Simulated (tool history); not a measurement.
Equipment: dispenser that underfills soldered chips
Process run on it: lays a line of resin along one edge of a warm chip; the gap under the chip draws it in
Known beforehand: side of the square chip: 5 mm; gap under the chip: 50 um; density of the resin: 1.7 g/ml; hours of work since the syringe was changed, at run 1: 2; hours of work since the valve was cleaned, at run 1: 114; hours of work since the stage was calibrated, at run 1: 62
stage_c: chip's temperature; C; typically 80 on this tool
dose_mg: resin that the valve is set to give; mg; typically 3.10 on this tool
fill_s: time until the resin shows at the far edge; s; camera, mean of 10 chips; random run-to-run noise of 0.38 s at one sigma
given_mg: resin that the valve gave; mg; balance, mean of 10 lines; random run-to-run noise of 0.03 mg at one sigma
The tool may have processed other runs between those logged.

| run | hour | stage_c | dose_mg | hours of work since the syringe was changed | hours of work since the valve was cleaned | hours of work since the stage was calibrated | fill_s | given_mg |
|---|---|---|---|---|---|---|---|---|
| 1 | 0.0 | 80 | 3.10 | 2 | 114 | 62 | 26.9 | 2.81 |
|  | 8.4 | dispensing valve cleaned and set on the balance |
| 2 | 10.8 | 80 | 3.10 | 8 | 1 | 68 | 42.4 | 3.10 |
|  | 12.0 | new syringe of resin |
| 3 | 24.6 | 80 | 3.10 | 8 | 10 | 77 | 44.7 | 3.01 |
|  | 26.3 | new syringe of resin |
| 4 | 34.4 | 80 | 3.10 | 5 | 16 | 83 | 35.6 | 3.02 |
|  | 40.0 | new syringe of resin |
| 5 | 42.9 | 80 | 3.10 | 2 | 21 | 88 | 27.5 | 3.06 |
| 6 | 49.2 | 80 | 3.10 | 6 | 25 | 92 | 37.2 | 3.02 |
|  | 53.6 | new syringe of resin |
| 7 | 59.6 | 80 | 3.38 | 4 | 31 | 98 | 31.2 | 3.36 |
|  | 67.6 | new syringe of resin |
| 8 | 74.6 | 80 | 3.38 | 4 | 40 | 107 | 33.7 | 3.30 |
|  | 81.1 | new syringe of resin |
| 9 | 81.1 | 80 | 3.10 | 0 | 44 | 111 | 24.0 | 3.04 |
| 10 | 93.2 | 80 | 3.10 | 7 | 51 | 118 | 42.2 | 2.99 |
|  | 94.5 | new syringe of resin |
| 11 | 101.3 | 80 | 3.10 | 4 | 56 | 123 | 33.1 | 3.01 |
|  | 108.0 | new syringe of resin |
| 12 | 112.4 | 80 | 3.19 | 3 | 63 | 130 | 29.5 | 3.05 |
|  | 121.7 | new syringe of resin |
| 13 | 124.7 | 80 | 3.10 | 2 | 70 | 137 | 27.6 | 2.92 |
|  | 135.6 | new syringe of resin |
| 14 | 136.0 | 80 | 2.82 | 0 | 77 | 144 | 25.4 | 2.67 |
| 15 | 147.3 | 80 | 2.82 | 7 | 84 | 151 | 43.2 | 2.66 |
|  | 149.3 | new syringe of resin |
| 16 | 156.6 | 80 | 3.10 | 5 | 90 | 157 | 34.6 | 2.90 |
|  | 163.1 | new syringe of resin |
| 17 | 167.8 | 80 | 3.10 | 3 | 97 | 164 | 29.7 | 2.94 |
|  | 177.0 | new syringe of resin |
| 18 | 180.9 | 92 | 3.97 | 2 | 105 | 172 | 20.2 | 3.78 |
|  | 190.3 | new syringe of resin |
| 19 | 193.4 | 93 | 2.94 | 2 | 112 | 179 | 19.3 | 2.72 |
|  | 203.9 | new syringe of resin |
|  | 205.8 | dispensing valve cleaned and set on the balance |
| 20 | 206.2 | 93 | 2.94 | 1 | 0 | 186 | 17.0 | 2.90 |
| 21 | 215.2 | 93 | 3.83 | 6 | 6 | 192 | 24.7 | 3.80 |
|  | 218.6 | new syringe of resin |
| 22 | 226.5 | 93 | 3.83 | 5 | 13 | 199 | 23.0 | 3.75 |
|  | 232.1 | new syringe of resin |
| 23 | 236.5 | 79 | 2.95 | 3 | 19 | 205 | 31.1 | 2.91 |
|  | 245.9 | new syringe of resin |
| 24 | 249.0 | 83 | 3.35 | 2 | 26 | 212 | 25.4 | 3.26 |
| 25 | 257.3 | 80 | 2.60 | 7 | 31 | 217 | 43.0 | 2.52 |
|  | 259.5 | new syringe of resin |
| 26 | 265.7 | 80 | 2.60 | 4 | 36 | 222 | 34.2 | 2.56 |
|  | 273.7 | new syringe of resin |
| 27 | 275.3 | 73 | 3.79 | 1 | 42 | 228 | 31.8 | 3.71 |
| 28 | 283.1 | 72 | 3.61 | 6 | 47 | 233 | 48.2 | 3.52 |
|  | 287.1 | new syringe of resin |
| 29 | 290.7 | 72 | 2.94 | 2 | 52 | 238 | 37.7 | 2.79 |
| 30 | 299.3 | 73 | 3.17 | 8 | 57 | 243 | 54.7 | 3.07 |
|  | 300.6 | new syringe of resin |
| 31 | 309.1 | 80 | 3.64 | 5 | 63 | 249 | 35.9 | 3.45 |
|  | 314.0 | new syringe of resin |
| 32 | 322.5 | 79 | 3.65 | 5 | 71 | 257 | 37.6 | 3.47 |
|  | 327.3 | new syringe of resin |
| 33 | 330.7 | 92 | 3.12 | 2 | 76 | 262 | 20.0 | 2.90 |
| 34 | 338.0 | 72 | 3.03 | 7 | 80 | 266 | 53.9 | 2.89 |

Entry by entry between the runs, the difference in hidden state between the last listed run before and the first listed run after:
From run 1 to run 2: dispensing valve cleaned and set on the balance (hour 8.4)
  resin's viscosity, % of fresh resin's: 114 -> 183.7; dose that the valve gives, % of what is set: 92.51 -> 100.01; true chip temperature over the reading, C: -0.22 -> -0.23
  difference, measured minus the result without the unlogged condition, fill_s: +3.8 -> +19.4 s; given_mg: -0.23 -> +0.00 mg
From run 2 to run 3: new syringe of resin (hour 12.0)
  resin's viscosity, % of fresh resin's: 183.7 -> 187.7; dose that the valve gives, % of what is set: 100.01 -> 99.5; true chip temperature over the reading, C: -0.23 -> -0.25
  difference, measured minus the result without the unlogged condition, fill_s: +19.4 -> +20.8 s; given_mg: +0.00 -> -0.02 mg
From run 3 to run 4: new syringe of resin (hour 26.3)
  resin's viscosity, % of fresh resin's: 187.7 -> 150.2; dose that the valve gives, % of what is set: 99.5 -> 99.14; true chip temperature over the reading, C: -0.25 -> -0.26
  difference, measured minus the result without the unlogged condition, fill_s: +20.8 -> +12.0 s; given_mg: -0.02 -> -0.02 mg
From run 4 to run 5: new syringe of resin (hour 40.0)
  resin's viscosity, % of fresh resin's: 150.2 -> 115.1; dose that the valve gives, % of what is set: 99.14 -> 98.82; true chip temperature over the reading, C: -0.26 -> -0.27
  difference, measured minus the result without the unlogged condition, fill_s: +12.0 -> +3.8 s; given_mg: -0.02 -> -0.04 mg
From run 6 to run 7: new syringe of resin (hour 53.6)
  resin's viscosity, % of fresh resin's: 156.4 -> 133.5; dose that the valve gives, % of what is set: 98.56 -> 98.18; true chip temperature over the reading, C: -0.28 -> -0.3
  difference, measured minus the result without the unlogged condition, fill_s: +13.7 -> +7.9 s; given_mg: -0.05 -> -0.06 mg
From run 7 to run 8: new syringe of resin (hour 67.6)
  resin's viscosity, % of fresh resin's: 133.5 -> 141.1; dose that the valve gives, % of what is set: 98.18 -> 97.64; true chip temperature over the reading, C: -0.3 -> -0.32
  difference, measured minus the result without the unlogged condition, fill_s: +7.9 -> +10.0 s; given_mg: -0.06 -> -0.08 mg
From run 8 to run 9: new syringe of resin (hour 81.1)
  resin's viscosity, % of fresh resin's: 141.1 -> 100.9; dose that the valve gives, % of what is set: 97.64 -> 97.4
  difference, measured minus the result without the unlogged condition, fill_s: +10.0 -> +0.6 s; given_mg: -0.08 -> -0.08 mg
From run 10 to run 11: new syringe of resin (hour 94.5)
  resin's viscosity, % of fresh resin's: 181.2 -> 138.9; dose that the valve gives, % of what is set: 96.95 -> 96.66; true chip temperature over the reading, C: -0.34 -> -0.35
  difference, measured minus the result without the unlogged condition, fill_s: +19.6 -> +9.7 s; given_mg: -0.10 -> -0.10 mg
From run 11 to run 12: new syringe of resin (hour 108.0)
  resin's viscosity, % of fresh resin's: 138.9 -> 123.4; dose that the valve gives, % of what is set: 96.66 -> 96.23; true chip temperature over the reading, C: -0.35 -> -0.36
  difference, measured minus the result without the unlogged condition, fill_s: +9.7 -> +6.0 s; given_mg: -0.10 -> -0.12 mg
From run 12 to run 13: new syringe of resin (hour 121.7)
  resin's viscosity, % of fresh resin's: 123.4 -> 114.8; dose that the valve gives, % of what is set: 96.23 -> 95.78; true chip temperature over the reading, C: -0.36 -> -0.38
  difference, measured minus the result without the unlogged condition, fill_s: +6.0 -> +4.1 s; given_mg: -0.12 -> -0.13 mg
From run 13 to run 14: new syringe of resin (hour 135.6)
  resin's viscosity, % of fresh resin's: 114.8 -> 100.8; dose that the valve gives, % of what is set: 95.78 -> 95.36; true chip temperature over the reading, C: -0.38 -> -0.39
  difference, measured minus the result without the unlogged condition, fill_s: +4.1 -> +0.9 s; given_mg: -0.13 -> -0.13 mg
From run 15 to run 16: new syringe of resin (hour 149.3)
  resin's viscosity, % of fresh resin's: 174.8 -> 143.2; dose that the valve gives, % of what is set: 94.91 -> 94.59; true chip temperature over the reading, C: -0.41 -> -0.42
  difference, measured minus the result without the unlogged condition, fill_s: +19.2 -> +11.0 s; given_mg: -0.15 -> -0.16 mg
From run 16 to run 17: new syringe of resin (hour 163.1)
  resin's viscosity, % of fresh resin's: 143.2 -> 126; dose that the valve gives, % of what is set: 94.59 -> 94.17; true chip temperature over the reading, C: -0.42 -> -0.43
  difference, measured minus the result without the unlogged condition, fill_s: +11.0 -> +6.8 s; given_mg: -0.16 -> -0.18 mg
From run 17 to run 18: new syringe of resin (hour 177.0)
  resin's viscosity, % of fresh resin's: 126 -> 121.6; dose that the valve gives, % of what is set: 94.17 -> 93.68; true chip temperature over the reading, C: -0.43 -> -0.45
  difference, measured minus the result without the unlogged condition, fill_s: +6.8 -> +3.8 s; given_mg: -0.18 -> -0.25 mg
From run 18 to run 19: new syringe of resin (hour 190.3)
  resin's viscosity, % of fresh resin's: 121.6 -> 114.8; dose that the valve gives, % of what is set: 93.68 -> 93.19; true chip temperature over the reading, C: -0.45 -> -0.46
  difference, measured minus the result without the unlogged condition, fill_s: +3.8 -> +3.0 s; given_mg: -0.25 -> -0.20 mg
From run 19 to run 20: new syringe of resin (hour 203.9); dispensing valve cleaned and set on the balance (hour 205.8)
  resin's viscosity, % of fresh resin's: 114.8 -> 104.8; dose that the valve gives, % of what is set: 93.19 -> 99.56; true chip temperature over the reading, C: -0.46 -> -0.48
  difference, measured minus the result without the unlogged condition, fill_s: +3.0 -> +1.0 s; given_mg: -0.20 -> -0.02 mg
From run 21 to run 22: new syringe of resin (hour 218.6)
  resin's viscosity, % of fresh resin's: 162.7 -> 147.6; dose that the valve gives, % of what is set: 99.23 -> 98.79; true chip temperature over the reading, C: -0.49 -> -0.5
  difference, measured minus the result without the unlogged condition, fill_s: +9.9 -> +7.6 s; given_mg: -0.03 -> -0.05 mg
From run 22 to run 23: new syringe of resin (hour 232.1)
  resin's viscosity, % of fresh resin's: 147.6 -> 124.8; dose that the valve gives, % of what is set: 98.79 -> 98.43; true chip temperature over the reading, C: -0.5 -> -0.52
  difference, measured minus the result without the unlogged condition, fill_s: +7.6 -> +6.7 s; given_mg: -0.05 -> -0.05 mg
From run 23 to run 24: new syringe of resin (hour 245.9)
  resin's viscosity, % of fresh resin's: 124.8 -> 116.6; dose that the valve gives, % of what is set: 98.43 -> 97.98; true chip temperature over the reading, C: -0.52 -> -0.53
  difference, measured minus the result without the unlogged condition, fill_s: +6.7 -> +4.0 s; given_mg: -0.05 -> -0.07 mg
From run 25 to run 26: new syringe of resin (hour 259.5)
  resin's viscosity, % of fresh resin's: 174.7 -> 136; dose that the valve gives, % of what is set: 97.64 -> 97.35; true chip temperature over the reading, C: -0.54 -> -0.55
  difference, measured minus the result without the unlogged condition, fill_s: +19.2 -> +9.9 s; given_mg: -0.06 -> -0.07 mg
From run 26 to run 27: new syringe of resin (hour 273.7)
  resin's viscosity, % of fresh resin's: 136 -> 108.5; dose that the valve gives, % of what is set: 97.35 -> 96.99; true chip temperature over the reading, C: -0.55 -> -0.56
  difference, measured minus the result without the unlogged condition, fill_s: +9.9 -> +3.1 s; given_mg: -0.07 -> -0.12 mg
From run 28 to run 29: new syringe of resin (hour 287.1)
  resin's viscosity, % of fresh resin's: 158.1 -> 120.3; dose that the valve gives, % of what is set: 96.67 -> 96.4; true chip temperature over the reading, C: -0.57 -> -0.58
  difference, measured minus the result without the unlogged condition, fill_s: +18.3 -> +7.2 s; given_mg: -0.12 -> -0.10 mg
From run 30 to run 31: new syringe of resin (hour 300.6)
  resin's viscosity, % of fresh resin's: 182.7 -> 151; dose that the valve gives, % of what is set: 96.06 -> 95.66; true chip temperature over the reading, C: -0.6 -> -0.61
  difference, measured minus the result without the unlogged condition, fill_s: +25.5 -> +12.6 s; given_mg: -0.12 -> -0.16 mg
From run 31 to run 32: new syringe of resin (hour 314.0)
  dose that the valve gives, % of what is set: 95.66 -> 95.11; true chip temperature over the reading, C: -0.61 -> -0.62
  difference, measured minus the result without the unlogged condition, fill_s: +12.6 -> +13.1 s; given_mg: -0.16 -> -0.18 mg
From run 32 to run 33: new syringe of resin (hour 327.3)
  resin's viscosity, % of fresh resin's: 151 -> 119.2; dose that the valve gives, % of what is set: 95.11 -> 94.77; true chip temperature over the reading, C: -0.62 -> -0.63
  difference, measured minus the result without the unlogged condition, fill_s: +13.1 -> +3.7 s; given_mg: -0.18 -> -0.17 mg
